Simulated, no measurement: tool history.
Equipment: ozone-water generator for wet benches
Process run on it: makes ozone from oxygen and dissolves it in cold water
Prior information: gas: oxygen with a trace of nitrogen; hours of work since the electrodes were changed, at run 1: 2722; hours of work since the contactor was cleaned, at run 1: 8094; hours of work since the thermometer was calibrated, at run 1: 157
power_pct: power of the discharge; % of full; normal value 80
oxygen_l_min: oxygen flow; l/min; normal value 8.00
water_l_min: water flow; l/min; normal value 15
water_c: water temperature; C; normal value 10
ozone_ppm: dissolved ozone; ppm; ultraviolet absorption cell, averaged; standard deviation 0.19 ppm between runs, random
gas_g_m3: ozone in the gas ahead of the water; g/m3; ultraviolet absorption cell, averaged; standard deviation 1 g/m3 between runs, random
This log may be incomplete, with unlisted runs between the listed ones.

run	day	power_pct	oxygen_l_min	water_l_min	water_c	hours of work since the electrodes were changed	hours of work since the contactor was cleaned	hours of work since the thermometer was calibrated	ozone_ppm	gas_g_m3
1	0.000	80	8.00	15	10	2722	8094	157	26.5	179.5
2	2.521	80	8.00	15	10	2781	8154	217	26.4	179.9
3	4.588	80	8.00	15	10	2830	8202	265	26.4	178.0
4	6.867	80	8.00	15	10	2884	8256	319	26.6	180.1
5	8.212	80	4.90	15	10	2916	8288	351	25.7	221.5
6	9.679	42	4.90	15	10	2951	8323	386	17.5	153.0
# day 12.125: contactor cleaned
7	12.771	80	8.00	15	10	3020	15	455	26.6	179.2
8	14.692	58	8.00	15	10	3065	61	500	21.9	150.1
9	17.067	58	8.00	15	10	3121	117	557	22.1	150.1
10	18.929	58	8.00	15	10	3165	161	601	22.4	150.8
11	20.600	80	8.00	14	10	3205	200	640	27.6	179.8
12	22.538	80	8.00	14	10	3251	246	686	27.8	178.0
13	24.171	80	8.00	14	10	3289	285	725	27.7	179.4
14	26.475	80	8.86	14	10	3344	339	779	28.0	171.9
15	28.088	45	5.62	15	10	3382	377	817	18.8	151.1
16	30.942	42	8.00	15	10	3450	445	885	18.6	125.8
17	33.762	51	9.23	15	12	3516	512	951	19.8	130.8
18	35.042	80	8.00	18	17	3547	542	982	20.2	178.0
19	37.096	80	13.65	15	10	3595	590	1030	25.4	144.1
20	39.288	58	8.00	15	14	3647	642	1082	20.5	148.9
21	41.842	58	8.00	15	14	3707	703	1143	20.2	148.9
22	44.038	77	5.84	21	13	3759	755	1194	17.9	198.8
23	46.833	80	8.00	22	10	3825	821	1261	19.3	179.9
24	49.412	80	8.00	22	10	3886	882	1321	19.2	177.5
25	51.746	85	8.00	15	13	3942	937	1377	26.0	183.9
26	53.562	50	14.30	17	10	3984	980	1420	18.4	107.5

Here are 5 independent what-if runs from the current tool condition. What would each one return?
A	55.658	68	14.30	17	10	4034	1030	1469	?	?
B	55.658	80	5.46	15	15	4034	1030	1469	?	?
C	55.658	50	8.80	17	10	4034	1030	1469	?	?
D	55.658	78	8.48	15	10	4034	1030	1469	?	?
E	55.658	50	14.30	17	12	4034	1030	1469	?	?

run	ozone_ppm	gas_g_m3
A	21.6	128.9
B	24.0	208.1
C	18.1	131.7
D	26.3	171.5
E	17.4	108.1
The same runs, with their run-to-run variation unchanged, on a tool lacking any hidden condition would have given:
run	ozone_ppm	gas_g_m3
A	21.7	129.0
B	24.0	208.4
C	18.1	131.9
D	26.3	171.7
E	17.5	108.2
